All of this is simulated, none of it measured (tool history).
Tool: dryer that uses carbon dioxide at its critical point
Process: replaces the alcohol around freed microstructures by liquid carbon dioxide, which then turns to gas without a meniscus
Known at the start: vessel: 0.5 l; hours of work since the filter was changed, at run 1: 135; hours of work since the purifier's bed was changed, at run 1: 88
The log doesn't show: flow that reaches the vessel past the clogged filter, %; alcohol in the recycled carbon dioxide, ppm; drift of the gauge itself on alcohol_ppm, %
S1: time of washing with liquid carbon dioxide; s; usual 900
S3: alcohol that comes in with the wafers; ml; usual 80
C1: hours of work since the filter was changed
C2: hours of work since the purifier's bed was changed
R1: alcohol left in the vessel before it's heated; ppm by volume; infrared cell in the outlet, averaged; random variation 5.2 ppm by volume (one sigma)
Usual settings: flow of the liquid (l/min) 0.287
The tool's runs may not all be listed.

{"run": 1, "hour": 0.0, "S1": 900, "flow of the liquid (l/min)": 0.287, "S3": 80, "C1": 135, "C2": 88, "R1": 166}
{"run": 2, "hour": 18.7, "S1": 900, "flow of the liquid (l/min)": 0.287, "S3": 80, "C1": 145, "C2": 98, "R1": 178}
{"run": 3, "hour": 34.2, "S1": 900, "flow of the liquid (l/min)": 0.287, "S3": 80, "C1": 154, "C2": 107, "R1": 188}
{"run": 4, "hour": 49.5, "S1": 900, "flow of the liquid (l/min)": 0.287, "S3": 80, "C1": 162, "C2": 115, "R1": 180}
{"run": 5, "hour": 60.4, "S1": 900, "flow of the liquid (l/min)": 0.287, "S3": 80, "C1": 167, "C2": 120, "R1": 187}
{"run": 6, "hour": 78.0, "S1": 900, "flow of the liquid (l/min)": 0.287, "S3": 80, "C1": 177, "C2": 130, "R1": 186}
{"run": 7, "hour": 88.5, "S1": 900, "flow of the liquid (l/min)": 0.287, "S3": 80, "C1": 182, "C2": 135, "R1": 192}
{"run": 8, "hour": 97.5, "S1": 900, "flow of the liquid (l/min)": 0.287, "S3": 28, "C1": 187, "C2": 140, "R1": 89}
{"run": 9, "hour": 116.2, "S1": 1080, "flow of the liquid (l/min)": 0.349, "S3": 80, "C1": 197, "C2": 150, "R1": 43}
{"run": 10, "hour": 132.6, "S1": 1080, "flow of the liquid (l/min)": 0.349, "S3": 80, "C1": 205, "C2": 158, "R1": 38}
{"run": 11, "hour": 151.3, "S1": 1080, "flow of the liquid (l/min)": 0.349, "S3": 80, "C1": 215, "C2": 168, "R1": 45}
{"run": 12, "hour": 168.4, "S1": 900, "flow of the liquid (l/min)": 0.266, "S3": 81, "C1": 224, "C2": 177, "R1": 349}
{"run": 13, "hour": 184.7, "S1": 900, "flow of the liquid (l/min)": 0.266, "S3": 81, "C1": 233, "C2": 186, "R1": 364}
{"run": 14, "hour": 198.2, "S1": 900, "flow of the liquid (l/min)": 0.266, "S3": 81, "C1": 240, "C2": 193, "R1": 368}
{"run": 15, "hour": 212.2, "S1": 900, "flow of the liquid (l/min)": 0.266, "S3": 81, "C1": 247, "C2": 200, "R1": 375}
{"run": 16, "hour": 221.6, "S1": 900, "flow of the liquid (l/min)": 0.287, "S3": 55, "C1": 252, "C2": 205, "R1": 174}

Hidden state or all else? Some run-to-run changes of R1, split into what the settings, what came in and random variation would give without the hidden state, and what is left for the hidden state (with any gauge scatter that isn't in both results):
Run 11 -> 12: S1 1080 -> 900, flow of the liquid (l/min) 0.349 -> 0.266, S3 80 -> 81. R1 +304 ppm by volume: hidden state +143, all else +161.
